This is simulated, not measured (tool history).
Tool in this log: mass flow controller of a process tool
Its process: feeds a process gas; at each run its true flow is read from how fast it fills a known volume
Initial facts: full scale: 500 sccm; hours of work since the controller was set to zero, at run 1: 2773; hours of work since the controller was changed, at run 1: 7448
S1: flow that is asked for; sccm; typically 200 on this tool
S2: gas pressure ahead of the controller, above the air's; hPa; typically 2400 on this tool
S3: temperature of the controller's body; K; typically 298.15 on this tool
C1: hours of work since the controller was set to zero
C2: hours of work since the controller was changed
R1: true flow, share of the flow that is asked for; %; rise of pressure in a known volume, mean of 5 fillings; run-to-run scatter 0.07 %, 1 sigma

Run 1, hour 0: usual settings; C1 2773; C2 7448. Result: R1 98.1 %.
Run 2, hour 305.9: usual settings; C1 2969; C2 7643. Result: R1 97.96 %.
Run 3, hour 443.6: usual settings; C1 3057; C2 7731. Result: R1 97.88 %.
Run 4, hour 650.6: usual settings but S2 2480 hPa; C1 3189; C2 7863. Result: R1 97.75 %.
Run 5, hour 920.2: usual settings but S2 2480 hPa; C1 3361; C2 8035. Result: R1 97.85 %.
Run 6, hour 1076.5: usual settings but S2 1710 hPa; C1 3461; C2 8135. Result: R1 97.69 %.
Run 7, hour 1268.3: usual settings but S2 1710 hPa; C1 3583; C2 8257. Result: R1 97.59 %.
Run 8, hour 1420.2: usual settings but S2 1710 hPa; C1 3680; C2 8354. Result: R1 97.58 %.
Run 9, hour 1700.5: usual settings but S1 125 sccm, S2 2790 hPa, S3 312.15 K; C1 3859; C2 8533. Result: R1 97.58 %.
Run 10, hour 1872.4: usual settings but S1 305 sccm, S2 1840 hPa, S3 304.15 K; C1 3969; C2 8643. Result: R1 98.35 %.
Run 11, hour 2132.7: usual settings but S2 1590 hPa, S3 297.15 K; C1 4135; C2 8809. Result: R1 97.12 %.
Run 12, hour 2441.2: usual settings but S1 249 sccm, S2 1590 hPa, S3 308.15 K; C1 4332; C2 9006. Result: R1 98.08 %.
Run 13, hour 2735.4: usual settings but S1 249 sccm, S2 1590 hPa, S3 308.15 K; C1 4520; C2 9194. Result: R1 97.95 %.
At hour 2839.4: gauge calibrated.
Run 14, hour 2897.7: usual settings but S2 1600 hPa; C1 4623; C2 9298. Result: R1 98.06 %.
At hour 2951.2: controller's zero set anew.
Run 15, hour 3105.2: usual settings but S1 198 sccm, S2 1420 hPa, S3 295.15 K; C1 98; C2 9430. Result: R1 97.8 %.

Here are 4 independent what-if runs from the current tool condition. What would each one return?
Run A, hour 3409.3: usual settings but S1 141 sccm, S2 2380 hPa; C1 292; C2 9624. Result: R1 ?.
Run B, hour 3409.3: usual settings but S1 300 sccm, S2 1660 hPa; C1 292; C2 9624. Result: R1 ?.
Run C, hour 3409.3: usual settings but S1 233 sccm, S2 2130 hPa, S3 306.15 K; C1 292; C2 9624. Result: R1 ?.
Run D, hour 3409.3: usual settings but S1 404 sccm, S2 1420 hPa, S3 296.15 K; C1 292; C2 9624. Result: R1 ?.

run     R1
  A  97.49
  B   98.5
  C  98.48
  D  99.11
Stripped of hidden state, with their random variation kept, the same runs would have yielded:
run     R1
  A  97.73
  B  98.75
  C  98.73
  D  99.36

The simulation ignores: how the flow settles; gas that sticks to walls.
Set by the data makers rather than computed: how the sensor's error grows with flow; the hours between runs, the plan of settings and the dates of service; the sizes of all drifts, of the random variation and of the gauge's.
